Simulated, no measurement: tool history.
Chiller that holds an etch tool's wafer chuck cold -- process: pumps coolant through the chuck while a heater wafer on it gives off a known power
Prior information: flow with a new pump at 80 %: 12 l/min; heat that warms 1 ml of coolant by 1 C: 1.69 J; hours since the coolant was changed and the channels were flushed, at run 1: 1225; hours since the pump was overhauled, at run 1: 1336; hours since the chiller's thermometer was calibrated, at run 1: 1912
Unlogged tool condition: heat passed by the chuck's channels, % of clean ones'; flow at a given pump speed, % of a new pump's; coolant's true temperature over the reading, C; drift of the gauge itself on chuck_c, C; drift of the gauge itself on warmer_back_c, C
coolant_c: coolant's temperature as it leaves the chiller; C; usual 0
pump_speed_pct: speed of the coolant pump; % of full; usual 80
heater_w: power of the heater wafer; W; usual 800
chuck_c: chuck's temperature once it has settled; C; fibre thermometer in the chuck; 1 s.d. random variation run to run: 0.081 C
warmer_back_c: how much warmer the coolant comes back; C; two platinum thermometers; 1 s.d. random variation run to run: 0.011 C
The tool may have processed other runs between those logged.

run	day	coolant_c	pump_speed_pct	heater_w	hours since the coolant was changed and the channels were flushed	hours since the pump was overhauled	hours since the chiller's thermometer was calibrated	chuck_c	warmer_back_c
1	0	0	80	800	1225	1336	1912	7.22	2.4
2	1.383	0	80	800	1258	1369	1945	7.3	2.38
3	2	-10	80	800	1273	1384	1960	-2.83	2.4
4	3.112	-10	80	800	1300	1411	1987	-2.94	2.38
5	4.5	0	80	800	1333	1444	2020	7.13	2.4
6	5.546	0	70	800	1358	1469	2045	7.98	2.79
7	7.029	0	70	800	1394	1505	2081	7.99	2.77
8	7.675	0	70	800	1409	1520	2096	8.08	2.79
9	8.9	-1	80	800	1439	1550	2126	6.12	2.4
10	10.042	0	80	792	1466	1577	2153	6.99	2.37
11	10.85	0	80	800	1486	1597	2173	7.1	2.41
12	11.888	0	80	800	1510	1621	2197	7.01	2.41
13	12.717	0	80	800	1530	1641	2217	7.09	2.43
14	13.7	0	80	800	1554	1665	2241	7.07	2.41
15	14.762	1	68	590	1579	1691	2266	7.07	2.14
16	15.775	9	80	1161	1604	1715	2291	19.51	3.5
17	16.942	0	75	1023	1632	1743	2319	9.87	3.31
18	17.733	0	75	1023	1651	1762	2338	9.82	3.3
19	18.729	0	66	979	1675	1786	2362	10.56	3.63
20	19.796	4	91	1018	1700	1811	2387	12.33	2.68
21	20.604	-4	90	725	1720	1831	2407	1.75	1.92
22	21.55	-8	80	475	1742	1853	2429	-3.81	1.4
23	22.312	-6	85	1065	1761	1872	2448	3.1	3.02
24	23.121	-3	97	800	1780	1891	2467	3.03	1.98
25	24.592	1	80	485	1815	1926	2502	5.09	1.47
26	25.275	-3	74	485	1832	1943	2519	1.36	1.6

4 ways to go on from here, each from the tool as it stands after run 26. What would each give?
A	26.054	0	79	800	1850	1962	2537	?	?
B	26.054	-7	88	1070	1850	1962	2537	?	?
C	26.054	0	74	540	1850	1962	2537	?	?
D	26.054	-7	69	485	1850	1962	2537	?	?

run	chuck_c	warmer_back_c
A	7.23	2.45
B	1.93	2.91
C	5.1	1.78
D	-2.11	1.7
Stripped of hidden state, with their random variation kept, the same runs would have yielded:
run	chuck_c	warmer_back_c
A	7.25	2.41
B	1.87	2.86
C	5.22	1.75
D	-1.98	1.67

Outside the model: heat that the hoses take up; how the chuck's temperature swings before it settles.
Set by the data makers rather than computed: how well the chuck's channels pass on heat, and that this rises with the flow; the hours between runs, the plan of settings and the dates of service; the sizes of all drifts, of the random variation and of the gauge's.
